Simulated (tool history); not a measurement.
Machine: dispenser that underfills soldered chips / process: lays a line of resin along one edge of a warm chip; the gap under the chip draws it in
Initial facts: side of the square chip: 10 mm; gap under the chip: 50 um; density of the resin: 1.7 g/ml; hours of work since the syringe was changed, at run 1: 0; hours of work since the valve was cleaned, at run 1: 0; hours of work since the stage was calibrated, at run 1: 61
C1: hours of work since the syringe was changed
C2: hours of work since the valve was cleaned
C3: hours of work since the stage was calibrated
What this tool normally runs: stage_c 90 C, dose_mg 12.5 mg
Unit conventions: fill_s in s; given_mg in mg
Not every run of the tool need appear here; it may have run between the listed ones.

run 1 hour=0 | stage_c=90 dose_mg=12.5 | C1=0 C2=0 C3=61 | fill_s=149.2 given_mg=12.5
run 2 hour=5.4 | stage_c=90 dose_mg=12.5 | C1=4 C2=4 C3=64 | fill_s=187.7 given_mg=12.52
-- hour=9.2 new syringe of resin
run 3 hour=10.3 | stage_c=90 dose_mg=12.5 | C1=1 C2=7 C3=67 | fill_s=159.4 given_mg=12.4
run 4 hour=16.5 | stage_c=81 dose_mg=12.5 | C1=5 C2=11 C3=71 | fill_s=289 given_mg=12.4
-- hour=18.6 new syringe of resin
run 5 hour=23.8 | stage_c=81 dose_mg=12.5 | C1=3 C2=15 C3=76 | fill_s=256.1 given_mg=12.28
-- hour=28.2 new syringe of resin
run 6 hour=30.5 | stage_c=81 dose_mg=12.5 | C1=2 C2=20 C3=80 | fill_s=230.1 given_mg=12.2
run 7 hour=34.5 | stage_c=90 dose_mg=14.5 | C1=4 C2=22 C3=83 | fill_s=186.9 given_mg=14.11
-- hour=37.9 new syringe of resin
run 8 hour=41 | stage_c=90 dose_mg=14.5 | C1=2 C2=27 C3=87 | fill_s=161.3 given_mg=14.23
-- hour=47.2 new syringe of resin
run 9 hour=49.9 | stage_c=90 dose_mg=15.2 | C1=2 C2=32 C3=93 | fill_s=156.5 given_mg=14.73
run 10 hour=54.8 | stage_c=83 dose_mg=12.5 | C1=5 C2=36 C3=96 | fill_s=264.3 given_mg=11.99
-- hour=56.5 new syringe of resin
run 11 hour=59.2 | stage_c=83 dose_mg=12.5 | C1=2 C2=38 C3=99 | fill_s=219.4 given_mg=11.99
run 12 hour=64.7 | stage_c=83 dose_mg=12.5 | C1=5 C2=42 C3=103 | fill_s=274 given_mg=12.06
-- hour=65.9 new syringe of resin
run 13 hour=70.4 | stage_c=83 dose_mg=12.5 | C1=3 C2=46 C3=106 | fill_s=234.3 given_mg=11.95
-- hour=75.1 new syringe of resin
run 14 hour=76 | stage_c=90 dose_mg=11.7 | C1=1 C2=49 C3=110 | fill_s=155.7 given_mg=11.11
-- hour=84.1 new syringe of resin
run 15 hour=84.2 | stage_c=90 dose_mg=11.7 | C1=0 C2=54 C3=115 | fill_s=145.7 given_mg=11.01
run 16 hour=87.9 | stage_c=90 dose_mg=13.9 | C1=3 C2=57 C3=117 | fill_s=163.6 given_mg=13.12
-- hour=93.7 new syringe of resin
run 17 hour=93.9 | stage_c=90 dose_mg=10.9 | C1=0 C2=61 C3=121 | fill_s=153.1 given_mg=10.2
run 18 hour=99.5 | stage_c=90 dose_mg=12.5 | C1=4 C2=64 C3=125 | fill_s=181.3 given_mg=11.65
-- hour=103.4 new syringe of resin
run 19 hour=106.7 | stage_c=90 dose_mg=12.5 | C1=2 C2=69 C3=130 | fill_s=167.5 given_mg=11.65
run 20 hour=111.3 | stage_c=104 dose_mg=14.7 | C1=5 C2=72 C3=133 | fill_s=116.9 given_mg=13.65
-- hour=112.9 new syringe of resin
run 21 hour=119.2 | stage_c=90 dose_mg=14.3 | C1=4 C2=77 C3=138 | fill_s=182.3 given_mg=13.19
-- hour=122.4 new syringe of resin
run 22 hour=128 | stage_c=86 dose_mg=15.1 | C1=4 C2=83 C3=143 | fill_s=202.6 given_mg=13.89
-- hour=131.8 new syringe of resin
run 23 hour=132.4 | stage_c=98 dose_mg=12.5 | C1=0 C2=86 C3=146 | fill_s=109.7 given_mg=11.45
run 24 hour=140.2 | stage_c=105 dose_mg=14.1 | C1=6 C2=91 C3=151 | fill_s=113.2 given_mg=12.85
-- hour=141.1 new syringe of resin
run 25 hour=144.3 | stage_c=90 dose_mg=11.8 | C1=2 C2=93 C3=154 | fill_s=170.5 given_mg=10.67
-- hour=150.2 new syringe of resin
run 26 hour=151.4 | stage_c=87 dose_mg=15 | C1=1 C2=98 C3=158 | fill_s=166.3 given_mg=13.6
-- hour=159.7 new syringe of resin
run 27 hour=160.5 | stage_c=81 dose_mg=11.4 | C1=0 C2=104 C3=164 | fill_s=220.4 given_mg=10.29

Run 28 is up next; what results do you expect?
run 28 hour=167.2 | stage_c=81 dose_mg=11.4 | C1=5 C2=108 C3=169 | fill_s=? given_mg=?

Run 28 yielded fill_s 297.8 s, given_mg 10.21 mg.
The same run, on a tool lacking any hidden state, would have yielded fill_s 223.3 s, given_mg 11.44 mg.

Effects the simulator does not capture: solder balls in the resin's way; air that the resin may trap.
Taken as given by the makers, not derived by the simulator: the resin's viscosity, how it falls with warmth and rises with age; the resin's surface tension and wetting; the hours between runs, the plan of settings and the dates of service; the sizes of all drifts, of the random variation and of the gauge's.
